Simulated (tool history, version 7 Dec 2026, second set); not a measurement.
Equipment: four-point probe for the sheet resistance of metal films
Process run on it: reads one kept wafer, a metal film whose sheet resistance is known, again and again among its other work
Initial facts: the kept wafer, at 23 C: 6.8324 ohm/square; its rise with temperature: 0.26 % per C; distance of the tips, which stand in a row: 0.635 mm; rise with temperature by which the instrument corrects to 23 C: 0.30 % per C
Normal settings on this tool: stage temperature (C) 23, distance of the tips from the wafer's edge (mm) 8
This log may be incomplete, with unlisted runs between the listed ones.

| run | hour | stage temperature (C) | distance of the tips from the wafer's edge (mm) | sheet resistance as the instrument gives it (ohm/square) |
|---|---|---|---|---|
| 1 | 0.0 | 23 | 8 | 6.828538 |
| 2 | 51.1 | 23 | 8 | 6.826662 |
| 3 | 80.2 | 23 | 8 | 6.824182 |
| 4 | 116.8 | 23 | 7 | 6.829092 |
| 5 | 153.7 | 23 | 7 | 6.828966 |
| 6 | 179.5 | 32 | 7 | 6.800478 |
| 7 | 204.8 | 23 | 44 | 6.796026 |
| 8 | 235.3 | 34 | 8 | 6.786157 |
| 9 | 268.7 | 27 | 11 | 6.792677 |
| 10 | 298.1 | 28 | 8 | 6.802873 |
| 11 | 347.0 | 24 | 8 | 6.809022 |
|  | 351.1 | stage's thermometer calibrated |
| 12 | 374.9 | 33 | 8 | 6.787444 |
| 13 | 420.8 | 33 | 8 | 6.782399 |
|  | 475.3 | stage's thermometer calibrated, once more |
| 14 | 476.3 | 33 | 8 | 6.783576 |
| 15 | 522.3 | 25 | 75 | 6.775294 |
| 16 | 557.8 | 26 | 24 | 6.775699 |

What if the next run were any one of these 4? Each begins from the tool's condition after run 16:
| A | 614.9 | 29 | 47 | ? |
| B | 614.9 | 24 | 33 | ? |
| C | 614.9 | 21 | 5 | ? |
| D | 614.9 | 33 | 24 | ? |

| run | sheet resistance as the instrument gives it (ohm/square) |
|---|---|
| A | 6.762443 |
| B | 6.776371 |
| C | 6.839661 |
| D | 6.754868 |
What these runs would have given with no unlogged condition in the tool:
| run | sheet resistance as the instrument gives it (ohm/square) |
|---|---|
| A | 6.817728 |
| B | 6.831789 |
| C | 6.895574 |
| D | 6.810075 |

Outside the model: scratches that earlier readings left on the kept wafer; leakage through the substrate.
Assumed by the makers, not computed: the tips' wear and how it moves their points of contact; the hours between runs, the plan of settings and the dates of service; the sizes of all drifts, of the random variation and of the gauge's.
